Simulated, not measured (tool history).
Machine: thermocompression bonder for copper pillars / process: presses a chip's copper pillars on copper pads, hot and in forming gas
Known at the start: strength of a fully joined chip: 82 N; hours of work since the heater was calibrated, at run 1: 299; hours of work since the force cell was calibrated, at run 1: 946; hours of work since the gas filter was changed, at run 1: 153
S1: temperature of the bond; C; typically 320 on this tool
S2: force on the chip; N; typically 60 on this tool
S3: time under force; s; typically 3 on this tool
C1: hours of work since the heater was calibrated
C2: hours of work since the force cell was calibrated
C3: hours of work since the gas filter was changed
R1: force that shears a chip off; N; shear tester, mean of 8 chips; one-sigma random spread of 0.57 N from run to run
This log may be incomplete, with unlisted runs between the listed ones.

| run | hour | S1 | S2 | S3 | C1 | C2 | C3 | R1 |
|---|---|---|---|---|---|---|---|---|
| 1 | 0 | 320 | 60 | 3 | 299 | 946 | 153 | 27.6 |
| 2 | 18.4 | 320 | 60 | 3 | 308 | 956 | 162 | 27.4 |
| 3 | 40.4 | 320 | 60 | 3 | 319 | 966 | 173 | 27.7 |
| 4 | 60.9 | 320 | 60 | 3 | 329 | 977 | 183 | 27.8 |
| 5 | 80 | 320 | 60 | 2 | 339 | 986 | 193 | 22.4 |
| 6 | 98.7 | 340 | 60 | 3 | 348 | 995 | 202 | 35.6 |
| 7 | 110.8 | 340 | 60 | 3 | 354 | 1001 | 208 | 34.8 |
| 8 | 121.1 | 320 | 60 | 9 | 359 | 1007 | 213 | 40.7 |
| 9 | 140.9 | 320 | 60 | 9 | 369 | 1016 | 223 | 40.1 |
| 10 | 152.5 | 320 | 76 | 3 | 375 | 1022 | 229 | 33.5 |
| 11 | 177.8 | 320 | 60 | 3 | 387 | 1035 | 241 | 27.5 |
| 12 | 192.8 | 320 | 60 | 3 | 395 | 1042 | 249 | 26.9 |
|  | 207.9 | force cell calibrated |
| 13 | 211.6 | 320 | 60 | 3 | 403 | 2 | 257 | 28.7 |
| 14 | 235.7 | 320 | 60 | 3 | 415 | 14 | 269 | 29.3 |
| 15 | 252.3 | 320 | 60 | 3 | 423 | 22 | 278 | 28.2 |
| 16 | 277.1 | 308 | 60 | 3 | 436 | 34 | 290 | 24.8 |
| 17 | 291.3 | 308 | 60 | 3 | 443 | 41 | 297 | 23.8 |
| 18 | 315.3 | 308 | 60 | 3 | 455 | 53 | 309 | 24.9 |
| 19 | 332.6 | 308 | 60 | 3 | 463 | 62 | 317 | 24.3 |
| 20 | 357.7 | 320 | 38 | 3 | 476 | 74 | 330 | 18.2 |
| 21 | 380.6 | 320 | 38 | 3 | 487 | 86 | 341 | 17.7 |
| 22 | 395.6 | 291 | 81 | 3 | 495 | 93 | 349 | 23.7 |
|  | 417 | forming gas filter changed |
| 23 | 419.1 | 291 | 81 | 3 | 506 | 105 | 1 | 28.1 |
| 24 | 440.8 | 331 | 50 | 7 | 517 | 115 | 12 | 42.5 |
| 25 | 461.5 | 331 | 50 | 7 | 527 | 126 | 22 | 42.4 |
| 26 | 473.7 | 302 | 49 | 7 | 533 | 132 | 28 | 28.4 |
| 27 | 485.3 | 302 | 49 | 7 | 539 | 137 | 34 | 27.6 |
| 28 | 506.9 | 320 | 42 | 3 | 550 | 148 | 45 | 22 |
| 29 | 517.6 | 320 | 42 | 3 | 555 | 154 | 50 | 21.8 |
| 30 | 538.4 | 335 | 78 | 5 | 565 | 164 | 60 | 52.4 |
| 31 | 562.8 | 320 | 87 | 3 | 577 | 176 | 72 | 42.8 |
| 32 | 583.9 | 320 | 87 | 3 | 588 | 186 | 83 | 43 |
| 33 | 608.6 | 320 | 87 | 3 | 600 | 199 | 95 | 42.3 |
| 34 | 623.6 | 320 | 51 | 3 | 608 | 206 | 103 | 25.8 |
| 35 | 640.7 | 320 | 51 | 3 | 616 | 215 | 111 | 26.5 |
| 36 | 655.3 | 320 | 51 | 3 | 623 | 222 | 118 | 25.6 |
| 37 | 668.3 | 320 | 86 | 3 | 630 | 228 | 125 | 41 |
| 38 | 681.5 | 320 | 86 | 3 | 636 | 235 | 131 | 41.3 |
| 39 | 705.2 | 304 | 58 | 4 | 648 | 247 | 143 | 26.7 |

Below, each run's measurement less what the same run would have read without the hidden state. Both values contain the same run-to-run variation, but the gauge's scatter may not be the same in both:
The tool's hidden condition here consists of: true temperature of the bond over the reading, C; force that reaches the chip, % of what is set; oxide that the forming gas leaves, % of the face; drift of the gauge itself on shear_n, %.
| run | R1 |
|---|---|
| 1 | -2.7 |
| 2 | -2.7 |
| 3 | -2.8 |
| 4 | -2.9 |
| 5 | -2.5 |
| 6 | -3.9 |
| 7 | -3.8 |
| 8 | -4.2 |
| 9 | -4.5 |
| 10 | -3.8 |
| 11 | -3.2 |
| 12 | -3.3 |
| 13 | -1.4 |
| 14 | -1.4 |
| 15 | -1.5 |
| 16 | -1.3 |
| 17 | -1.3 |
| 18 | -1.3 |
| 19 | -1.4 |
| 20 | -1.1 |
| 21 | -1.2 |
| 22 | -1.6 |
| 23 | +1.3 |
| 24 | +1.3 |
| 25 | +1.1 |
| 26 | +1 |
| 27 | +1 |
| 28 | +0.6 |
| 29 | +0.7 |
| 30 | +0.5 |
| 31 | +0.5 |
| 32 | +0.5 |
| 33 | +0.3 |
| 34 | +0.4 |
| 35 | +0.3 |
| 36 | +0.2 |
| 37 | +0 |
| 38 | -0.1 |
| 39 | +0.2 |

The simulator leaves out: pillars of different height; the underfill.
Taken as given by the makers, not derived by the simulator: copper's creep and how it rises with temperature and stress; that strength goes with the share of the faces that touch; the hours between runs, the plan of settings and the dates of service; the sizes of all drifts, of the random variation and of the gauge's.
